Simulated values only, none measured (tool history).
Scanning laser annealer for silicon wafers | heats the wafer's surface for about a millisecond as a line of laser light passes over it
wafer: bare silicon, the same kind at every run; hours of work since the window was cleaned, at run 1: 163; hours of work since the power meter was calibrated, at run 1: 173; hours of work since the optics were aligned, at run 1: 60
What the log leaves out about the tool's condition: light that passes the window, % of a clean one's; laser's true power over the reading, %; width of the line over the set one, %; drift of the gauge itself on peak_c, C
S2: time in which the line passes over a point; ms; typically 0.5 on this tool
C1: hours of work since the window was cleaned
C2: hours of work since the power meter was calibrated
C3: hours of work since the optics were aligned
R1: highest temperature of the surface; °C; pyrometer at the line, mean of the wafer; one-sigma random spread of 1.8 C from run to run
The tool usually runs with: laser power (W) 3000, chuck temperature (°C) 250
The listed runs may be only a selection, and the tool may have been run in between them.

run 1 hour=0 | laser_power_(W)=3000 S2=0.5 chuck_temperature_(°C)=250 | C1=163 C2=173 C3=60 | R1=1063
run 2 hour=20.5 | laser_power_(W)=3000 S2=0.5 chuck_temperature_(°C)=250 | C1=179 C2=188 C3=76 | R1=1062
run 3 hour=44.8 | laser_power_(W)=3000 S2=0.399 chuck_temperature_(°C)=250 | C1=197 C2=206 C3=94 | R1=984
run 4 hour=65.2 | laser_power_(W)=3000 S2=0.399 chuck_temperature_(°C)=250 | C1=212 C2=222 C3=109 | R1=979
run 5 hour=86.3 | laser_power_(W)=3000 S2=0.399 chuck_temperature_(°C)=250 | C1=228 C2=237 C3=125 | R1=980
run 6 hour=97.4 | laser_power_(W)=2596 S2=0.399 chuck_temperature_(°C)=250 | C1=236 C2=246 C3=133 | R1=891
run 7 hour=109.7 | laser_power_(W)=3203 S2=0.5 chuck_temperature_(°C)=250 | C1=245 C2=255 C3=142 | R1=1109
run 8 hour=125.1 | laser_power_(W)=3203 S2=0.5 chuck_temperature_(°C)=250 | C1=257 C2=266 C3=154 | R1=1104
run 9 hour=143.9 | laser_power_(W)=3203 S2=0.578 chuck_temperature_(°C)=250 | C1=271 C2=280 C3=168 | R1=1163
run 10 hour=163.5 | laser_power_(W)=3203 S2=0.578 chuck_temperature_(°C)=234 | C1=285 C2=295 C3=182 | R1=1144
run 11 hour=174.6 | laser_power_(W)=3203 S2=0.578 chuck_temperature_(°C)=234 | C1=293 C2=303 C3=190 | R1=1148
run 12 hour=189.7 | laser_power_(W)=3203 S2=0.578 chuck_temperature_(°C)=234 | C1=305 C2=314 C3=202 | R1=1145
run 13 hour=210.2 | laser_power_(W)=3203 S2=0.578 chuck_temperature_(°C)=269 | C1=320 C2=330 C3=217 | R1=1182
run 14 hour=226.3 | laser_power_(W)=3000 S2=0.454 chuck_temperature_(°C)=250 | C1=332 C2=342 C3=229 | R1=1020
run 15 hour=249.9 | laser_power_(W)=3000 S2=0.454 chuck_temperature_(°C)=250 | C1=350 C2=359 C3=246 | R1=1022
run 16 hour=272.8 | laser_power_(W)=3000 S2=0.543 chuck_temperature_(°C)=250 | C1=367 C2=376 C3=264 | R1=1083
run 17 hour=289.9 | laser_power_(W)=3000 S2=0.5 chuck_temperature_(°C)=250 | C1=379 C2=389 C3=276 | R1=1055
run 18 hour=304.9 | laser_power_(W)=3000 S2=0.5 chuck_temperature_(°C)=250 | C1=391 C2=400 C3=287 | R1=1051
run 19 hour=318.4 | laser_power_(W)=3000 S2=0.5 chuck_temperature_(°C)=250 | C1=401 C2=410 C3=298 | R1=1052
run 20 hour=329.1 | laser_power_(W)=3000 S2=0.598 chuck_temperature_(°C)=250 | C1=409 C2=418 C3=305 | R1=1117
run 21 hour=341.1 | laser_power_(W)=3000 S2=0.598 chuck_temperature_(°C)=250 | C1=417 C2=427 C3=314 | R1=1115
run 22 hour=355.2 | laser_power_(W)=3134 S2=0.512 chuck_temperature_(°C)=267 | C1=428 C2=438 C3=325 | R1=1111
run 23 hour=379.3 | laser_power_(W)=2917 S2=0.552 chuck_temperature_(°C)=219 | C1=446 C2=456 C3=343 | R1=1035
run 24 hour=391.1 | laser_power_(W)=2733 S2=0.427 chuck_temperature_(°C)=264 | C1=455 C2=464 C3=352 | R1=950
-- hour=394.5 window over the wafer cleaned
run 25 hour=414.7 | laser_power_(W)=2675 S2=0.524 chuck_temperature_(°C)=264 | C1=15 C2=481 C3=368 | R1=992
run 26 hour=434.3 | laser_power_(W)=2675 S2=0.524 chuck_temperature_(°C)=264 | C1=30 C2=495 C3=382 | R1=992
-- hour=445.8 window over the wafer cleaned, once more
run 27 hour=460.4 | laser_power_(W)=2632 S2=0.383 chuck_temperature_(°C)=222 | C1=11 C2=513 C3=400 | R1=857
run 28 hour=470.7 | laser_power_(W)=2632 S2=0.383 chuck_temperature_(°C)=222 | C1=19 C2=521 C3=408 | R1=862
run 29 hour=482.3 | laser_power_(W)=2632 S2=0.383 chuck_temperature_(°C)=222 | C1=27 C2=529 C3=417 | R1=863
run 30 hour=504.7 | laser_power_(W)=2990 S2=0.474 chuck_temperature_(°C)=239 | C1=44 C2=546 C3=433 | R1=1027
run 31 hour=525.7 | laser_power_(W)=2812 S2=0.5 chuck_temperature_(°C)=250 | C1=60 C2=562 C3=449 | R1=1010
run 32 hour=546.7 | laser_power_(W)=3051 S2=0.561 chuck_temperature_(°C)=256 | C1=75 C2=577 C3=465 | R1=1118
run 33 hour=570.3 | laser_power_(W)=3051 S2=0.561 chuck_temperature_(°C)=256 | C1=93 C2=595 C3=482 | R1=1118
run 34 hour=593.5 | laser_power_(W)=2601 S2=0.561 chuck_temperature_(°C)=241 | C1=110 C2=612 C3=499 | R1=986
run 35 hour=613.4 | laser_power_(W)=2878 S2=0.5 chuck_temperature_(°C)=216 | C1=125 C2=627 C3=514 | R1=989
run 36 hour=635.3 | laser_power_(W)=2699 S2=0.471 chuck_temperature_(°C)=250 | C1=141 C2=643 C3=531 | R1=963
run 37 hour=647.3 | laser_power_(W)=3274 S2=0.471 chuck_temperature_(°C)=217 | C1=150 C2=652 C3=539 | R1=1066
run 38 hour=669.2 | laser_power_(W)=3274 S2=0.471 chuck_temperature_(°C)=217 | C1=166 C2=669 C3=556 | R1=1065
run 39 hour=693.5 | laser_power_(W)=3274 S2=0.468 chuck_temperature_(°C)=217 | C1=184 C2=687 C3=574 | R1=1062
run 40 hour=715 | laser_power_(W)=3274 S2=0.468 chuck_temperature_(°C)=217 | C1=200 C2=703 C3=590 | R1=1063
run 41 hour=734.7 | laser_power_(W)=3274 S2=0.358 chuck_temperature_(°C)=288 | C1=215 C2=717 C3=605 | R1=1043
run 42 hour=745.4 | laser_power_(W)=3274 S2=0.358 chuck_temperature_(°C)=288 | C1=223 C2=725 C3=613 | R1=1033

3 options for the next run, each taken on its own from the tool as it stands now. Forecast them:
run A hour=759.8 | laser_power_(W)=2781 S2=0.358 chuck_temperature_(°C)=288 | C1=234 C2=736 C3=623 | R1=?
run B hour=759.8 | laser_power_(W)=3000 S2=0.594 chuck_temperature_(°C)=250 | C1=234 C2=736 C3=623 | R1=?
run C hour=759.8 | laser_power_(W)=3274 S2=0.403 chuck_temperature_(°C)=231 | C1=234 C2=736 C3=623 | R1=?

run=A R1=937
run=B R1=1115
run=C R1=1020
What these runs would have given with no unlogged condition in the tool:
run=A R1=950
run=B R1=1133
run=C R1=1036
